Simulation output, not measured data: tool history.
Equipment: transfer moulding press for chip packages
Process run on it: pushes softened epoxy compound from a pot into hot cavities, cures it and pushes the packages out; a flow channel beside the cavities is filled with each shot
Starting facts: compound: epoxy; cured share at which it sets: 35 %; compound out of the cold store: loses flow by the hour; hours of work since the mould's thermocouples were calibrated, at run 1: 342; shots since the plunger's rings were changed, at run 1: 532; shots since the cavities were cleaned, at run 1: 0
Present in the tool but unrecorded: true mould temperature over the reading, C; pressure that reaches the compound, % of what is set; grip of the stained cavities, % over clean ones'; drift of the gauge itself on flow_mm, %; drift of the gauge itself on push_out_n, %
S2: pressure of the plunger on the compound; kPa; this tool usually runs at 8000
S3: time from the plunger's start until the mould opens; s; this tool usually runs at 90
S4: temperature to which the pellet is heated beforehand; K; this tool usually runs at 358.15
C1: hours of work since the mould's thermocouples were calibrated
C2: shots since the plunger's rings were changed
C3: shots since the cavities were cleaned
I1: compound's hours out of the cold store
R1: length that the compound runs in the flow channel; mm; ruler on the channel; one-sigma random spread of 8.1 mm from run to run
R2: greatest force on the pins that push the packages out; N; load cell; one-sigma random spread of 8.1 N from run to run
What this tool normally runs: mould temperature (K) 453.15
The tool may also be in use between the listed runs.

{"run": 1, "hour": 0.0, "mould temperature (K)": 453.15, "S2": 8000, "S3": 90, "S4": 358.15, "C1": 342, "C2": 532, "C3": 0, "I1": 22.4, "R1": 990, "R2": 376}
{"run": 2, "hour": 32.5, "mould temperature (K)": 453.15, "S2": 8000, "S3": 90, "S4": 358.15, "C1": 361, "C2": 903, "C3": 371, "I1": 43.6, "R1": 901, "R2": 449}
{"run": 3, "hour": 54.5, "mould temperature (K)": 453.15, "S2": 8000, "S3": 90, "S4": 358.15, "C1": 374, "C2": 1155, "C3": 623, "I1": 39.0, "R1": 906, "R2": 511}
{"run": 4, "hour": 78.8, "mould temperature (K)": 453.15, "S2": 8000, "S3": 90, "S4": 358.15, "C1": 389, "C2": 1434, "C3": 902, "I1": 28.0, "R1": 968, "R2": 583}
{"run": 5, "hour": 94.9, "mould temperature (K)": 453.15, "S2": 8000, "S3": 90, "S4": 358.15, "C1": 398, "C2": 1618, "C3": 1086, "I1": 31.1, "R1": 950, "R2": 584}
{"hour": 106.6, "done": "cavities cleaned with cleaning compound and waxed"}
{"run": 6, "hour": 115.2, "mould temperature (K)": 453.15, "S2": 8000, "S3": 90, "S4": 358.15, "C1": 409, "C2": 1833, "C3": 98, "I1": 30.1, "R1": 942, "R2": 397}
{"run": 7, "hour": 138.9, "mould temperature (K)": 453.15, "S2": 8000, "S3": 90, "S4": 358.15, "C1": 423, "C2": 2104, "C3": 369, "I1": 16.1, "R1": 1004, "R2": 494}
{"run": 8, "hour": 158.0, "mould temperature (K)": 453.15, "S2": 6550, "S3": 90, "S4": 358.15, "C1": 434, "C2": 2324, "C3": 589, "I1": 42.0, "R1": 798, "R2": 519}
{"run": 9, "hour": 175.5, "mould temperature (K)": 453.15, "S2": 6550, "S3": 90, "S4": 358.15, "C1": 444, "C2": 2524, "C3": 789, "I1": 24.2, "R1": 874, "R2": 566}
{"run": 10, "hour": 195.2, "mould temperature (K)": 453.15, "S2": 6550, "S3": 90, "S4": 358.15, "C1": 456, "C2": 2749, "C3": 1014, "I1": 38.8, "R1": 810, "R2": 577}

What will run 11 give?
{"hour": 212.6, "done": "cavities cleaned with cleaning compound and waxed"}
{"run": 11, "hour": 219.1, "mould temperature (K)": 453.15, "S2": 6930, "S3": 90, "S4": 358.15, "C1": 469, "C2": 3006, "C3": 75, "I1": 38.8, "R1": "?", "R2": "?"}

Run 11 produced R1 817 mm, R2 377 N.
With the hidden condition absent and the run-to-run variation left alone, this run would have shown R1 847 mm, R2 343 N.

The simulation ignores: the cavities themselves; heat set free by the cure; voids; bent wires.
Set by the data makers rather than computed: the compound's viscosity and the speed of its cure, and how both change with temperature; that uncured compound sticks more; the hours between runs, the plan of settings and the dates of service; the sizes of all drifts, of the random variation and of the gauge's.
